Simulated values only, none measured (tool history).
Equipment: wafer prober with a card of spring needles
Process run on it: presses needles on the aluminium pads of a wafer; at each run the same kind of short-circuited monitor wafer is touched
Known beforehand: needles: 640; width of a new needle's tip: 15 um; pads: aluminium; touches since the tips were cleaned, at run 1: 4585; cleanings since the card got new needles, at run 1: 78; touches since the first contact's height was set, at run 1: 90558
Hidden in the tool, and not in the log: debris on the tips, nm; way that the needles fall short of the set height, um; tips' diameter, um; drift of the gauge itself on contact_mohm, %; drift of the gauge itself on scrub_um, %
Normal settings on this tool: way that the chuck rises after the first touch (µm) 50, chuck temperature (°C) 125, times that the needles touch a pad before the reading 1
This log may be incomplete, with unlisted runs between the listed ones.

| run | hour | way that the chuck rises after the first touch (µm) | chuck temperature (°C) | times that the needles touch a pad before the reading | touches since the tips were cleaned | cleanings since the card got new needles | touches since the first contact's height was set | resistance of one needle with its contact and lead (mohm) | way that a needle slides on the pad (µm) |
|---|---|---|---|---|---|---|---|---|---|
| 1 | 0 | 50 | 125 | 1 | 4585 | 78 | 90558 | 264 | 13.7 |
|  | 7.6 | tips cleaned on abrasive film |
|  | 29.1 | tips cleaned on abrasive film |
| 2 | 40 | 31 | 125 | 1 | 3860 | 80 | 104620 | 422 | 8.38 |
|  | 51.6 | tips cleaned on abrasive film |
|  | 70.9 | tips cleaned on abrasive film |
| 3 | 83.6 | 31 | 125 | 1 | 4482 | 82 | 119951 | 446 | 8.35 |
|  | 91.7 | tips cleaned on abrasive film |
|  | 114.7 | tips cleaned on abrasive film |
| 4 | 128.7 | 50 | 125 | 1 | 4947 | 84 | 135831 | 271 | 13.59 |
|  | 135 | tips cleaned on abrasive film |
|  | 156.3 | tips cleaned on abrasive film |
| 5 | 168.1 | 49 | 125 | 1 | 4188 | 86 | 149694 | 264 | 13.26 |
|  | 177.1 | tips cleaned on abrasive film |
| 6 | 188.8 | 50 | 125 | 1 | 4111 | 87 | 156959 | 266 | 13.53 |
|  | 197.8 | tips cleaned on abrasive film |
|  | 221 | tips cleaned on abrasive film |
| 7 | 230.4 | 50 | 125 | 1 | 3301 | 89 | 171603 | 247 | 13.49 |
|  | 242.2 | tips cleaned on abrasive film |
|  | 262.8 | tips cleaned on abrasive film |
| 8 | 281 | 31 | 125 | 1 | 6439 | 91 | 189415 | 475 | 8.17 |
|  | 284.3 | tips cleaned on abrasive film |
|  | 303.6 | tips cleaned on abrasive film |
| 9 | 317.2 | 31 | 125 | 1 | 4826 | 93 | 202152 | 470 | 8.14 |
|  | 323.7 | tips cleaned on abrasive film |
|  | 343.9 | tips cleaned on abrasive film |
| 10 | 352.9 | 31 | 125 | 1 | 3172 | 95 | 214696 | 418 | 8.11 |
|  | 364 | tips cleaned on abrasive film |
|  | 385.4 | tips cleaned on abrasive film |
| 11 | 390.4 | 50 | 125 | 1 | 1768 | 97 | 227883 | 219 | 13.35 |
|  | 407.1 | tips cleaned on abrasive film |
|  | 419.8 | height of the first contact set anew |
| 12 | 425.5 | 50 | 125 | 1 | 6372 | 98 | 2016 | 276 | 13.88 |
|  | 429.8 | tips cleaned on abrasive film |
|  | 449.5 | tips cleaned on abrasive film |
| 13 | 449.5 | 43 | 38 | 3 | 0 | 100 | 10420 | 137 | 11.92 |
|  | 469.5 | tips cleaned on abrasive film |
|  | 490.5 | tips cleaned on abrasive film |
| 14 | 491.7 | 43 | 38 | 3 | 419 | 102 | 25285 | 141 | 11.9 |
|  | 511.8 | tips cleaned on abrasive film |
|  | 532.1 | tips cleaned on abrasive film |
| 15 | 537.8 | 43 | 38 | 3 | 2026 | 104 | 41515 | 177 | 11.83 |
|  | 554.2 | tips cleaned on abrasive film |
| 16 | 572 | 43 | 46 | 3 | 6304 | 105 | 53559 | 203 | 11.82 |
|  | 574.9 | tips cleaned on abrasive film |
| 17 | 593 | 37 | 34 | 1 | 6381 | 106 | 60943 | 407 | 10.16 |
|  | 597.6 | tips cleaned on abrasive film |
|  | 618.4 | tips cleaned on abrasive film |
| 18 | 623.9 | 40 | 91 | 1 | 1974 | 108 | 71816 | 277 | 10.94 |
|  | 641.3 | tips cleaned on abrasive film |
|  | 661.6 | tips cleaned on abrasive film |
| 19 | 673.2 | 40 | 91 | 1 | 4119 | 110 | 89157 | 339 | 10.9 |
|  | 683.9 | tips cleaned on abrasive film |
|  | 704.4 | tips cleaned on abrasive film |
| 20 | 721.9 | 56 | 34 | 1 | 6161 | 112 | 106285 | 268 | 15.34 |
|  | 726.6 | tips cleaned on abrasive film |
|  | 746.9 | tips cleaned on abrasive film |
|  | 768.3 | tips cleaned on abrasive film |
| 21 | 770.8 | 42 | 32 | 1 | 895 | 115 | 123475 | 213 | 11.38 |
|  | 790.6 | tips cleaned on abrasive film |
|  | 812.7 | tips cleaned on abrasive film |
| 22 | 814.1 | 44 | 115 | 1 | 492 | 117 | 138713 | 180 | 11.92 |
|  | 834.8 | tips cleaned on abrasive film |
| 23 | 845.1 | 36 | 39 | 1 | 3634 | 118 | 149629 | 387 | 9.7 |
|  | 855.4 | tips cleaned on abrasive film |
| 24 | 866.4 | 32 | 39 | 1 | 3908 | 119 | 157139 | 456 | 8.55 |

Forecast each of these 3 alternatives for the next run:
|  | 877.2 | tips cleaned on abrasive film |
|  | 898.2 | tips cleaned on abrasive film |
| A | 907.5 | 67 | 80 | 1 | 3284 | 121 | 171591 | ? | ? |
|  | 877.2 | tips cleaned on abrasive film |
|  | 898.2 | tips cleaned on abrasive film |
| B | 907.5 | 45 | 125 | 1 | 3284 | 121 | 171591 | ? | ? |
|  | 877.2 | tips cleaned on abrasive film |
|  | 898.2 | tips cleaned on abrasive film |
| C | 907.5 | 44 | 52 | 2 | 3284 | 121 | 171591 | ? | ? |

| run | resistance of one needle with its contact and lead (mohm) | way that a needle slides on the pad (µm) |
|---|---|---|
| A | 206 | 18.24 |
| B | 281 | 12.13 |
| C | 231 | 11.85 |
With the hidden condition removed and each run's random variation left untouched, the same runs would have given:
| run | resistance of one needle with its contact and lead (mohm) | way that a needle slides on the pad (µm) |
|---|---|---|
| A | 129 | 18.62 |
| B | 140 | 12.52 |
| C | 131 | 12.23 |
